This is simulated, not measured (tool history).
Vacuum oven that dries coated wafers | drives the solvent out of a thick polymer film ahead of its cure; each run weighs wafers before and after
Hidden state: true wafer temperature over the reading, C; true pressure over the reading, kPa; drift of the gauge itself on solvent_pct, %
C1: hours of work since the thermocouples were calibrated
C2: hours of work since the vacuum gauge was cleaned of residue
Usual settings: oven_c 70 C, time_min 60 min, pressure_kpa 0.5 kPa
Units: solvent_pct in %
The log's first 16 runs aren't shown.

run 17 hour=179.7 | oven_c=72 time_min=60 pressure_kpa=0.5 | C1=471 C2=386 | solvent_pct=3.73
run 18 hour=186.2 | oven_c=70 time_min=53 pressure_kpa=0.5 | C1=475 C2=390 | solvent_pct=5.48
run 19 hour=195.4 | oven_c=70 time_min=53 pressure_kpa=0.5 | C1=481 C2=396 | solvent_pct=5.52
run 20 hour=206.3 | oven_c=70 time_min=60 pressure_kpa=0.5 | C1=488 C2=402 | solvent_pct=4.69
run 21 hour=216.6 | oven_c=70 time_min=60 pressure_kpa=0.5 | C1=494 C2=409 | solvent_pct=4.65
run 22 hour=229 | oven_c=70 time_min=60 pressure_kpa=0.5 | C1=502 C2=416 | solvent_pct=4.63
run 23 hour=240.4 | oven_c=70 time_min=60 pressure_kpa=0.5 | C1=509 C2=423 | solvent_pct=4.68
run 24 hour=248 | oven_c=58 time_min=42 pressure_kpa=0.5 | C1=513 C2=428 | solvent_pct=13.04
run 25 hour=258.2 | oven_c=70 time_min=60 pressure_kpa=0.258 | C1=520 C2=434 | solvent_pct=4.59
run 26 hour=264.8 | oven_c=70 time_min=60 pressure_kpa=0.258 | C1=524 C2=438 | solvent_pct=4.57
run 27 hour=278.9 | oven_c=70 time_min=60 pressure_kpa=0.258 | C1=533 C2=447 | solvent_pct=4.54
run 28 hour=286.8 | oven_c=70 time_min=60 pressure_kpa=0.258 | C1=537 C2=452 | solvent_pct=4.58

Run 29 comes next. What will it give?
run 29 hour=300 | oven_c=60 time_min=39 pressure_kpa=0.258 | C1=546 C2=460 | solvent_pct=?

solvent_pct: 12.45 %
Without the tool's hidden state the same run would have given solvent_pct 12.61 %.
